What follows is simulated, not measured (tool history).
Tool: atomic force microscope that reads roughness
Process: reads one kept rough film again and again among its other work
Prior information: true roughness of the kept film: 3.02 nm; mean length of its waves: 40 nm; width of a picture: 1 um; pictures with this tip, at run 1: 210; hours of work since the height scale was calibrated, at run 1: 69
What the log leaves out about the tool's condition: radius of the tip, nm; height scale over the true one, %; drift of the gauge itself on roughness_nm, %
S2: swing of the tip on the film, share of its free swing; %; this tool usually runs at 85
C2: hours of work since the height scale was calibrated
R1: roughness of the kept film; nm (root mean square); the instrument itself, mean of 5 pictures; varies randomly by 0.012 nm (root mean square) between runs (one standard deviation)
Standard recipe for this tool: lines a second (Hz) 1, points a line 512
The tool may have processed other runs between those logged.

Run 1, day 0: usual settings; pictures with this tip 210; C2 69. Result: R1 2.333 nm (root mean square).
Run 2, day 0.612: usual settings; pictures with this tip 223; C2 77. Result: R1 2.298 nm (root mean square).
Run 3, day 1.354: usual settings; pictures with this tip 239; C2 87. Result: R1 2.273 nm (root mean square).
Run 4, day 1.992: usual settings; pictures with this tip 252; C2 95. Result: R1 2.277 nm (root mean square).
Run 5, day 2.621: usual settings; pictures with this tip 266; C2 104. Result: R1 2.231 nm (root mean square).
Run 6, day 3.292: usual settings; pictures with this tip 280; C2 112. Result: R1 2.226 nm (root mean square).
Run 7, day 4.075: usual settings; pictures with this tip 297; C2 123. Result: R1 2.207 nm (root mean square).
Run 8, day 4.812: usual settings; pictures with this tip 313; C2 132. Result: R1 2.174 nm (root mean square).
Run 9, day 5.267: usual settings; pictures with this tip 323; C2 138. Result: R1 2.161 nm (root mean square).
Run 10, day 5.821: usual settings; pictures with this tip 335; C2 145. Result: R1 2.15 nm (root mean square).
Run 11, day 6.217: usual settings; pictures with this tip 343; C2 150. Result: R1 2.137 nm (root mean square).
At day 6.321: height scale calibrated on a step standard.
Run 12, day 6.904: usual settings but S2 57 %; pictures with this tip 357; C2 8. Result: R1 2.183 nm (root mean square).
Run 13, day 7.35: usual settings but lines a second (Hz) 3.54; pictures with this tip 367; C2 13. Result: R1 1.948 nm (root mean square).
At day 7.517: new tip fitted.
Run 14, day 7.821: usual settings but lines a second (Hz) 3.54; pictures with this tip 6; C2 19. Result: R1 2.45 nm (root mean square).
At day 7.996: height scale calibrated on a step standard, once more.
Run 15, day 8.333: usual settings but lines a second (Hz) 3.54; pictures with this tip 16; C2 4. Result: R1 2.428 nm (root mean square).
Run 16, day 8.738: usual settings but lines a second (Hz) 3.54, points a line 471; pictures with this tip 25; C2 10. Result: R1 2.417 nm (root mean square).
Run 17, day 9.262: usual settings; pictures with this tip 36; C2 17. Result: R1 2.611 nm (root mean square).
Run 18, day 9.804: usual settings but points a line 379; pictures with this tip 48; C2 24. Result: R1 2.588 nm (root mean square).
Run 19, day 10.375: usual settings but points a line 379; pictures with this tip 60; C2 31. Result: R1 2.569 nm (root mean square).
Run 20, day 10.871: usual settings but points a line 379; pictures with this tip 71; C2 38. Result: R1 2.564 nm (root mean square).
Run 21, day 11.554: usual settings but S2 57 %, points a line 379; pictures with this tip 85; C2 46. Result: R1 2.592 nm (root mean square).
Run 22, day 12.125: usual settings but lines a second (Hz) 2.53, points a line 418; pictures with this tip 98; C2 54. Result: R1 2.379 nm (root mean square).
Run 23, day 12.908: usual settings but lines a second (Hz) 2.53, points a line 418; pictures with this tip 114; C2 64. Result: R1 2.35 nm (root mean square).
Run 24, day 13.45: usual settings but lines a second (Hz) 2.53, points a line 418; pictures with this tip 126; C2 71. Result: R1 2.314 nm (root mean square).
Run 25, day 14.067: usual settings but S2 59 %, points a line 367; pictures with this tip 139; C2 79. Result: R1 2.507 nm (root mean square).
Run 26, day 14.746: usual settings but lines a second (Hz) 2.19, S2 59 %, points a line 367; pictures with this tip 154; C2 88. Result: R1 2.453 nm (root mean square).
Run 27, day 15.375: usual settings but lines a second (Hz) 0.51, S2 59 %, points a line 333; pictures with this tip 167; C2 96. Result: R1 2.471 nm (root mean square).
Run 28, day 15.767: usual settings but lines a second (Hz) 0.51, S2 59 %, points a line 333; pictures with this tip 176; C2 101. Result: R1 2.468 nm (root mean square).
Run 29, day 16.521: usual settings but lines a second (Hz) 0.51, S2 59 %, points a line 333; pictures with this tip 192; C2 111. Result: R1 2.435 nm (root mean square).
Run 30, day 17.158: usual settings but lines a second (Hz) 0.84, S2 66 %; pictures with this tip 206; C2 120. Result: R1 2.408 nm (root mean square).
Run 31, day 17.621: usual settings but lines a second (Hz) 1.12, S2 90 %; pictures with this tip 216; C2 126. Result: R1 2.314 nm (root mean square).
Run 32, day 18.179: usual settings but lines a second (Hz) 1.12, S2 90 %; pictures with this tip 228; C2 133. Result: R1 2.273 nm (root mean square).
Run 33, day 18.779: usual settings but S2 71 %, points a line 887; pictures with this tip 240; C2 141. Result: R1 2.338 nm (root mean square).
Run 34, day 19.242: usual settings but lines a second (Hz) 1.78, S2 89 %, points a line 344; pictures with this tip 250; C2 147. Result: R1 2.185 nm (root mean square).
Run 35, day 19.704: usual settings but lines a second (Hz) 0.84, S2 57 %, points a line 546; pictures with this tip 260; C2 153. Result: R1 2.327 nm (root mean square).
Run 36, day 20.196: usual settings but S2 81 %, points a line 800; pictures with this tip 271; C2 159. Result: R1 2.273 nm (root mean square).
Run 37, day 20.917: usual settings but lines a second (Hz) 0.59, points a line 697; pictures with this tip 286; C2 169. Result: R1 2.269 nm (root mean square).
Run 38, day 21.567: usual settings but lines a second (Hz) 0.59, points a line 697; pictures with this tip 300; C2 177. Result: R1 2.241 nm (root mean square).
Run 39, day 21.904: usual settings but lines a second (Hz) 0.59, S2 81 %, points a line 550; pictures with this tip 307; C2 182. Result: R1 2.233 nm (root mean square).
Run 40, day 22.262: usual settings but lines a second (Hz) 0.99, S2 81 %, points a line 824; pictures with this tip 315; C2 186. Result: R1 2.208 nm (root mean square).
Run 41, day 23.021: usual settings but lines a second (Hz) 1.88, S2 63 %, points a line 501; pictures with this tip 331; C2 196. Result: R1 2.197 nm (root mean square).

Consider 4 possible next runs. They are alternatives, not a sequence: every one starts from the tool as it was left by run 41. What does each give?
Run A, day 23.533: usual settings but lines a second (Hz) 1.68, S2 57 %, points a line 871; pictures with this tip 342; C2 203. Result: R1 ?.
Run B, day 23.533: usual settings but lines a second (Hz) 1.34, S2 63 %, points a line 357; pictures with this tip 342; C2 203. Result: R1 ?.
Run C, day 23.533: usual settings but lines a second (Hz) 1.55, S2 73 %, points a line 951; pictures with this tip 342; C2 203. Result: R1 ?.
Run D, day 23.533: usual settings but lines a second (Hz) 0.79, S2 76 %, points a line 922; pictures with this tip 342; C2 203. Result: R1 ?.

run     R1
  A  2.221
  B  2.196
  C  2.192
  D  2.205
Without the tool's hidden state the same runs would have given:
run     R1
  A  2.779
  B   2.75
  C  2.744
  D  2.759
